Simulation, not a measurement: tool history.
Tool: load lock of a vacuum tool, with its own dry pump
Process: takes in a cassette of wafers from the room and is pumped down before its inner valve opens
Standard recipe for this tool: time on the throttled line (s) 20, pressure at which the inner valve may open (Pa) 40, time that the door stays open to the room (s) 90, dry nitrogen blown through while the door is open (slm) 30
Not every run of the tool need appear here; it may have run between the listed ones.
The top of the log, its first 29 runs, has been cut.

run	hour	time on the throttled line (s)	pressure at which the inner valve may open (Pa)	time that the door stays open to the room (s)	dry nitrogen blown through while the door is open (slm)	hours that the pump has run since its overhaul	times that the door has closed on its seal	incoming humidity of the room's air, %	time from the closed door until the inner valve may open (s)	rise of the pressure with all valves shut (Pa/min)
30	4204.2	24	31	29	11	8485	30848	42	36.4	0.036
31	4363.8	24	31	29	11	8645	31638	45.2	36.3	0.036
32	4524.1	13	62	89	8	8805	32432	45.9	25.5	0.062
33	4667.5	20	40	29	11	8948	33142	45.9	32.2	0.032
34	4821.7	20	40	29	11	9103	33906	44.3	32.5	0.033
35	4951.7	20	40	29	11	9233	34549	43.3	32.4	0.035
36	5132	17	40	49	30	9413	35442	46.6	30	0.029
37	5254.5	17	40	49	30	9535	36048	41.8	29.4	0.026

Branching from run 37: 3 alternative next runs. What would each branch give?
A	5355.7	35	49	90	6	9637	36550	46.1	?	?
B	5355.7	39	40	90	30	9637	36550	45.6	?	?
C	5355.7	23	40	49	30	9637	36550	45.6	?	?

run	time from the closed door until the inner valve may open (s)	rise of the pressure with all valves shut (Pa/min)
A	43.4	0.069
B	48.7	0.036
C	35	0.028
With the hidden condition removed and each run's random variation left untouched, the same runs would have given:
run	time from the closed door until the inner valve may open (s)	rise of the pressure with all valves shut (Pa/min)
A	43.4	0.068
B	48.7	0.036
C	35	0.027
